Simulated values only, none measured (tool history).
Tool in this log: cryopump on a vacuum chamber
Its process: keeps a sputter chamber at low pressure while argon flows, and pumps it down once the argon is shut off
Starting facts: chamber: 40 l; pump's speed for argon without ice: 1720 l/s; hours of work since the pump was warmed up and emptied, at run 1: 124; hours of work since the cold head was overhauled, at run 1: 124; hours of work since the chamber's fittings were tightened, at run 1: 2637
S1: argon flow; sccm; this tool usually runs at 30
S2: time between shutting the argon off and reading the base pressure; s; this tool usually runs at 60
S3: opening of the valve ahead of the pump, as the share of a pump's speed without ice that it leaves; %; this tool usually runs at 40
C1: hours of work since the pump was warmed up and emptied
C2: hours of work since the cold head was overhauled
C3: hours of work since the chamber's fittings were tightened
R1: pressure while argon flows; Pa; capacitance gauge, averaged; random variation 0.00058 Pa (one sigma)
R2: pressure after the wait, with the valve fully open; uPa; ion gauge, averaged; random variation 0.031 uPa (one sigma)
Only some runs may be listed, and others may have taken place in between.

run,hour,S1,S2,S3,C1,C2,C3,R1,R2
1,0.0,30,60,40,124,124,2637,0.0745,2.89
2,16.5,30,60,40,139,139,2651,0.0750,2.96
3,27.1,14,60,40,148,148,2661,0.0341,2.93
4,41.2,14,60,40,161,161,2673,0.0356,3.01
5,57.2,14,60,40,175,175,2687,0.0347,2.86
6,74.3,14,60,40,190,190,2702,0.0347,3.01
7,82.0,14,60,40,196,196,2709,0.0352,2.93
8,90.2,30,60,40,204,204,2716,0.0743,2.96
9,99.4,30,60,40,212,212,2724,0.0744,3.05
10,114.1,30,60,40,225,225,2737,0.0753,2.94
11,130.6,30,60,40,239,239,2751,0.0754,3.04
12,143.7,30,60,40,250,250,2763,0.0757,3.07
13,154.5,30,60,40,260,260,2772,0.0746,3.01
14,171.2,30,60,40,274,274,2787,0.0762,3.04
15,180.9,30,60,40,283,283,2796,0.0763,3.00
16,188.3,30,60,27,290,290,2802,0.1095,3.01
17,197.2,30,60,40,297,297,2810,0.0752,3.02
18,204.8,24,29,56,304,304,2817,0.0437,4.62
19,218.6,42,93,34,316,316,2829,0.1236,2.59
20,227.5,29,187,19,324,324,2836,0.1514,2.16
21,234.5,29,187,19,330,330,2843,0.1519,2.10
22,246.5,29,187,19,341,341,2853,0.1512,2.19
23,261.6,15,60,40,354,354,2866,0.0377,3.10
24,276.6,46,60,31,367,367,2879,0.1496,3.10
25,292.0,46,60,31,380,380,2893,0.1495,3.15
26,305.0,53,60,47,392,392,2904,0.1150,3.10
27,314.9,53,60,47,400,400,2913,0.1154,3.16
28,327.4,24,64,21,411,411,2924,0.1148,3.03
29,335.6,24,64,21,419,419,2931,0.1128,3.11

Run 30 has not been measured yet. What should we expect?
30,352.7,24,64,21,434,434,2946,?,?

{"run 30": {"R1": 0.115, "R2": 3.07}}
With no hidden state in the tool, this same run would have given R1 0.1126 Pa, R2 1.46 uPa.

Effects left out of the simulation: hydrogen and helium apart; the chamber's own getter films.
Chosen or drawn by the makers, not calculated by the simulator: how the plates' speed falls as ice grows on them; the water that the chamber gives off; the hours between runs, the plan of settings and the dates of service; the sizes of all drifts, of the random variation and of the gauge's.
